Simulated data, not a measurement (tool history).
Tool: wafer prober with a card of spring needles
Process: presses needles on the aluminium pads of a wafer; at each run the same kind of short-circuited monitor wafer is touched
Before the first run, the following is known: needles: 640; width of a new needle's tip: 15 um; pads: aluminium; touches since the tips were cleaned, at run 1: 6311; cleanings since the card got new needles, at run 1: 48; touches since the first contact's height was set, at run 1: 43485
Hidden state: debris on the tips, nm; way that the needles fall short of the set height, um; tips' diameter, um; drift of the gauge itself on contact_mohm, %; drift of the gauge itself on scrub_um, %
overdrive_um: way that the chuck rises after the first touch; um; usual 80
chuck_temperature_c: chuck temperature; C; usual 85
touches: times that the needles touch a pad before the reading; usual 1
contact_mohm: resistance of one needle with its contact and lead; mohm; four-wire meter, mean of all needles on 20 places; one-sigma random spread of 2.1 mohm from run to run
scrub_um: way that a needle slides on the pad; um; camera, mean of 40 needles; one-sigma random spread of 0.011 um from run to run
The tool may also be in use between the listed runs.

run	day	overdrive_um	chuck_temperature_c	touches	touches since the tips were cleaned	cleanings since the card got new needles	touches since the first contact's height was set	contact_mohm	scrub_um
1	0	80	85	1	6311	48	43485	228	15.77
# day 0.2: tips cleaned on abrasive film
2	0.388	80	85	1	2687	49	48978	229	15.76
# day 0.858: tips cleaned on abrasive film
3	1.071	70	85	1	3108	50	58766	232	13.81
# day 1.504: tips cleaned on abrasive film
4	1.592	70	85	1	1293	51	66173	227	13.87
5	1.962	81	85	1	6592	51	71472	231	16.02
# day 2.196: tips cleaned on abrasive film
6	2.371	81	85	1	2547	52	77304	229	16.06
# day 2.858: tips cleaned on abrasive film
7	2.962	81	85	1	1518	53	85728	228	16.08
# day 3.512: tips cleaned on abrasive film
8	3.642	81	85	1	1855	54	95425	227	16.1
# day 4.15: tips cleaned on abrasive film
9	4.35	81	85	1	2870	55	105527	233	16.13
# day 4.775: tips cleaned on abrasive film
10	4.775	81	85	1	0	56	111535	228	16.13
# day 5.388: tips cleaned on abrasive film
11	5.633	81	85	1	3504	57	123790	228	16.15
# day 6.021: tips cleaned on abrasive film
12	6.225	64	85	2	2902	58	132243	235	12.78
# day 6.671: tips cleaned on abrasive film
13	6.671	64	85	2	0	59	138613	237	12.81
# day 7.15: height of the first contact set anew
# day 7.358: tips cleaned on abrasive film
14	7.475	68	74	2	1684	60	4601	225	13.62
15	7.925	68	74	2	8155	60	11072	227	13.64
# day 7.992: tips cleaned on abrasive film
# day 8.621: tips cleaned on abrasive film
16	8.671	68	74	2	720	62	21663	228	13.68
17	9.188	68	74	2	8149	62	29092	229	13.66
# day 9.254: tips cleaned on abrasive film
18	9.821	68	74	2	8137	63	38125	229	13.7
# day 9.888: tips cleaned on abrasive film
# day 10.233: gauge calibrated
19	10.483	78	79	1	8556	64	47582	226	15.35
# day 10.538: tips cleaned on abrasive film
# day 11.192: tips cleaned on abrasive film
20	11.312	75	64	2	1731	66	59321	226	14.8
# day 11.812: tips cleaned on abrasive film
21	12.138	93	85	2	4665	67	71136	230	18.38
# day 12.45: tips cleaned on abrasive film
22	12.712	83	86	1	3734	68	79313	230	16.45

Below are 5 alternative next runs, each starting from the tool's condition after run 22. Predict each:
# day 13.121: tips cleaned on abrasive film
A	13.517	86	85	1	5712	69	90812	?	?
# day 13.121: tips cleaned on abrasive film
B	13.517	98	72	1	5712	69	90812	?	?
# day 13.121: tips cleaned on abrasive film
C	13.517	63	86	1	5712	69	90812	?	?
# day 13.121: tips cleaned on abrasive film
D	13.517	100	34	2	5712	69	90812	?	?
# day 13.121: tips cleaned on abrasive film
E	13.517	80	77	1	5712	69	90812	?	?

run	contact_mohm	scrub_um
A	231	17.06
B	230	19.45
C	233	12.51
D	217	19.82
E	229	15.89
With no hidden state in the tool, these same runs would have given:
run	contact_mohm	scrub_um
A	231	16.93
B	230	19.3
C	231	12.42
D	217	19.68
E	228	15.77
